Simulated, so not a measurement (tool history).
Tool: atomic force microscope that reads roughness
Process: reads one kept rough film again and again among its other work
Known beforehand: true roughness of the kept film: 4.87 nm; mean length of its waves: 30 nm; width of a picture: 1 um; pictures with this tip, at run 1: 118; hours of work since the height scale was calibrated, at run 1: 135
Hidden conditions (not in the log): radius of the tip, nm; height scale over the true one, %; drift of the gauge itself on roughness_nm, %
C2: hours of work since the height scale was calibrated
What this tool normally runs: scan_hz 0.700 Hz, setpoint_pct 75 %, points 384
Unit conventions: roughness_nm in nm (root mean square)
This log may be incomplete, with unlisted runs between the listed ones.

run 1 day=0.000 | scan_hz=0.700 setpoint_pct=75 points=384 | pictures_with_this_tip=118 C2=135 | roughness_nm=3.515
-- day=1.538 new tip fitted
run 2 day=1.608 | scan_hz=0.700 setpoint_pct=75 points=384 | pictures_with_this_tip=3 C2=158 | roughness_nm=4.278
run 3 day=3.758 | scan_hz=0.733 setpoint_pct=75 points=384 | pictures_with_this_tip=97 C2=188 | roughness_nm=3.685
run 4 day=5.329 | scan_hz=0.733 setpoint_pct=75 points=384 | pictures_with_this_tip=166 C2=210 | roughness_nm=3.269
-- day=5.592 new tip fitted
run 5 day=6.567 | scan_hz=0.700 setpoint_pct=75 points=912 | pictures_with_this_tip=43 C2=227 | roughness_nm=4.001
run 6 day=8.512 | scan_hz=0.764 setpoint_pct=75 points=384 | pictures_with_this_tip=129 C2=255 | roughness_nm=3.486
-- day=9.692 new tip fitted
run 7 day=9.896 | scan_hz=3.517 setpoint_pct=75 points=384 | pictures_with_this_tip=9 C2=274 | roughness_nm=3.933
run 8 day=12.346 | scan_hz=2.165 setpoint_pct=71 points=557 | pictures_with_this_tip=117 C2=308 | roughness_nm=3.387
-- day=13.712 new tip fitted
run 9 day=14.521 | scan_hz=3.711 setpoint_pct=75 points=384 | pictures_with_this_tip=36 C2=339 | roughness_nm=3.767
run 10 day=17.188 | scan_hz=1.093 setpoint_pct=74 points=344 | pictures_with_this_tip=153 C2=376 | roughness_nm=3.345

Each row is a separate what-if for the run after 10, all from the same tool condition, not one after another. Results?
-- day=17.742 new tip fitted
run A day=18.425 | scan_hz=1.927 setpoint_pct=74 points=756 | pictures_with_this_tip=30 C2=393 | roughness_nm=?
-- day=17.742 new tip fitted
run B day=18.425 | scan_hz=0.604 setpoint_pct=75 points=384 | pictures_with_this_tip=30 C2=393 | roughness_nm=?
-- day=17.742 new tip fitted
run C day=18.425 | scan_hz=0.700 setpoint_pct=75 points=320 | pictures_with_this_tip=30 C2=393 | roughness_nm=?
-- day=17.742 new tip fitted
run D day=18.425 | scan_hz=1.589 setpoint_pct=74 points=344 | pictures_with_this_tip=30 C2=393 | roughness_nm=?

run=A roughness_nm=3.949
run=B roughness_nm=4.041
run=C roughness_nm=4.005
run=D roughness_nm=3.930
What these runs would have given with no unlogged condition in the tool:
run=A roughness_nm=4.200
run=B roughness_nm=4.298
run=C roughness_nm=4.260
run=D roughness_nm=4.180
